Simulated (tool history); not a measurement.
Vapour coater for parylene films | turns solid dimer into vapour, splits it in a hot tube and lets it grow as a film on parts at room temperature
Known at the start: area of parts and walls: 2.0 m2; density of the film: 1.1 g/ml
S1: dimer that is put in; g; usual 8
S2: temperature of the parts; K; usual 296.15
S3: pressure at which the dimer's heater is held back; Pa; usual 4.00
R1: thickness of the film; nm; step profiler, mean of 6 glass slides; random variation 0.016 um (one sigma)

run   hour  S1      S2     S3    R1
  1    0.0   8  296.15   4.00  2880
  2    8.0   8  296.15   4.00  2870
  3   21.0   8  296.15   4.00  2850
  4   37.3   8  296.15   4.00  2800
  5   55.9   8  296.15   4.00  2840
  6   70.0   8  301.15   4.00  2350
  7   85.1   9  296.15   4.00  3190
  8  103.7   9  296.15   4.00  3190
  9  120.7   9  296.15   4.00  3140
 10  128.2   8  296.15   4.00  2820
 11  142.5   8  296.15   4.37  2810
 12  159.9   8  296.15   4.37  2800
 13  174.8   8  296.15   4.19  2790
 14  185.5   8  296.15   4.00  2810
 15  200.4   8  296.15   4.00  2810
 16  211.1   8  296.15   4.00  2780
 17  221.9   8  296.15   4.00  2780
 18  238.9   8  296.15   4.00  2780
 19  251.5   8  296.15  11.83  2620
 20  269.8   4  296.15   4.00  1380
 21  279.7   8  296.15   4.00  2780
 22  288.9   8  296.15   4.00  2780
     297.1  -- gauge calibrated
 23  300.1   4  296.15   9.56  1340
 24  310.4   5  296.15   8.67  1710
 25  324.1  10  295.15  10.74  3510
 26  332.7   6  305.15   4.00  1540
 27  347.6   6  290.15   4.00  2640
     362.7  -- trap's valve overhauled
 28  364.1   6  300.15   4.00  1820
 29  380.9   4  295.15   2.35  1520
 30  398.2   7  291.15   2.35  3110
 31  410.5   7  302.15   2.47  2050
 32  419.0  12  293.15  11.93  4440
 33  430.5   3  296.15   2.66  1080
 34  447.9   5  294.15   4.00  1920
 35  461.4   5  294.15   3.20  1930
 36  471.2   8  304.15  11.98  1960
 37  479.0   6  296.15   8.88  2000
 38  492.6   6  296.15   8.88  1990
 39  504.8   6  296.15   8.88  2010
 40  514.9   6  296.15   8.88  2010
 41  526.8   6  296.15   8.88  1990
 42  534.8   4  296.15   4.00  1360
 43  547.5   4  296.15   4.00  1390
 44  562.2   4  300.15   7.14  1150

Hidden state or all else? Some run-to-run changes of R1, split into what the settings, what came in and random variation would give without the hidden state, and what is left for the hidden state (with any gauge scatter that isn't in both results):
The hidden state here: vapour lost through the trap's worn valve, %; true temperature of the parts over the reading, C; drift of the gauge itself on film_um, %.
Run 19 -> 20: S1 8 -> 4, S3 11.83 -> 4.00. R1 -1240 nm: hidden state +40, all else -1280.
Run 20 -> 21: S1 4 -> 8. R1 +1400 nm: hidden state -40, all else +1440.
Run 22 -> 23: S1 8 -> 4, S3 4.00 -> 9.56, gauge calibrated. R1 -1440 nm: hidden state +80, all else -1520.
Run 25 -> 26: S1 10 -> 6, S2 295.15 -> 305.15, S3 10.74 -> 4.00. R1 -1970 nm: hidden state +10, all else -1980.
Run 31 -> 32: S1 7 -> 12, S2 302.15 -> 293.15, S3 2.47 -> 11.93. R1 +2390 nm: hidden state -30, all else +2420.
Run 32 -> 33: S1 12 -> 3, S2 293.15 -> 296.15, S3 11.93 -> 2.66. R1 -3360 nm: hidden state +30, all else -3390.

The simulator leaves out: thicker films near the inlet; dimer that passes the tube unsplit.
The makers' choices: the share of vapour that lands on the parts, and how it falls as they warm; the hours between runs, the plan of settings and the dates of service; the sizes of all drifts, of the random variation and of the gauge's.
